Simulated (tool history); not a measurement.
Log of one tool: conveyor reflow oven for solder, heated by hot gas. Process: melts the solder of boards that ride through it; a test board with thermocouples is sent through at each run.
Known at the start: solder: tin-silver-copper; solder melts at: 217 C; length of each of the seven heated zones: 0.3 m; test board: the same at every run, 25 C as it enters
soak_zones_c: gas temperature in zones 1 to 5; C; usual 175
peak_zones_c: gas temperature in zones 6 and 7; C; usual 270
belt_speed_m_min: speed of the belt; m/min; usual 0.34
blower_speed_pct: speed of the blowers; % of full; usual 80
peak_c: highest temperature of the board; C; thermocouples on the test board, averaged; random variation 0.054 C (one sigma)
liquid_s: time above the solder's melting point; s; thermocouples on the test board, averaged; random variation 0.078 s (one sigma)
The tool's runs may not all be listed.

run   hour  soak_zones_c  peak_zones_c  belt_speed_m_min  blower_speed_pct  peak_c  liquid_s
  1      0           175           270              0.34                80  257.63     85.69
  2    7.6           175           270              0.34                80  257.64     85.69
  3   14.4           175           270              0.34                80  257.58     85.83
  4   24.4           175           270             0.289                80  261.55    105.96
  5   35.2           175           270              0.34                65  254.04     81.38
  6   42.2           175           270              0.34                65  254.04     81.37
  7   49.3           175           270              0.34                65   254.1     81.28
  8   58.6           175           270              0.34                65  253.94     81.28
  9   65.7           175           270              0.34                65  253.97     81.36
 10   71.8           175           270              0.34                65  253.97     81.32
 11   76.8           175           279              0.34                80   265.7     91.62
 12   85.5           175           279              0.34                80  265.77     91.48
 13   94.7           175           279              0.34                80  265.72     91.52
 14  103.6           175           279              0.34                80  265.72     91.52
 15  111.9           175           279              0.34                80  265.74     91.59
 16  122.7           175           279              0.34                80   265.7     91.68
 17  127.3           175           279              0.34                80   265.8     91.57
 18  133.7           173           262             0.314                61  247.83     81.14
 19  142.8           161           270              0.34                78  255.18     77.34
 20  155.4           161           270              0.34                78  255.18     77.51
 21  164.9           161           270              0.34                78   255.3     77.34
 22    170           161           270              0.34                78  255.18     77.48
 23    179           161           270              0.34                78   255.2     77.57
 24  188.4           175           269             0.345                80  256.26     82.99
 25  193.9           176           260              0.34                80  248.67     78.16
 26  204.8           176           260              0.34                86   249.7     79.86
 27  212.8           170           279              0.29                63   265.6    104.71
 28  221.8           188           279              0.34                52  259.83     92.29
 29  228.1           175           270              0.34                74  256.26     83.91
 30  238.4           167           282             0.288                86   273.2    110.52
 31  247.6           167           282             0.288                86  273.14    110.63
 32  255.5           167           282             0.277                86  274.09     115.7

Taken out of this log: 2 entries between the listed runs. Where each belongs, and how the hidden state differs across it:
Between runs 19 and 20: belt drive overhauled, speed set with a stopwatch (hour 147.6)
  belt's true speed, % of the reading: 99.81 -> 99.69; true gas temperature in zones 6 and 7 over the reading, C: 0.13 -> 0.14
  measured less the result without the state, peak_c: -0.33 -> -0.29 C; liquid_s: -0.31 -> -0.18 s
Between runs 23 and 24: belt drive overhauled, speed set with a stopwatch, once more (hour 186.8)
  heat that the gas passes to the board, % of a clean oven's: 97.9 -> 97.8; belt's true speed, % of the reading: 99.67 -> 100.03
  measured less the result without the state, peak_c: -0.3 -> -0.35 C; liquid_s: -0.18 -> -0.49 s
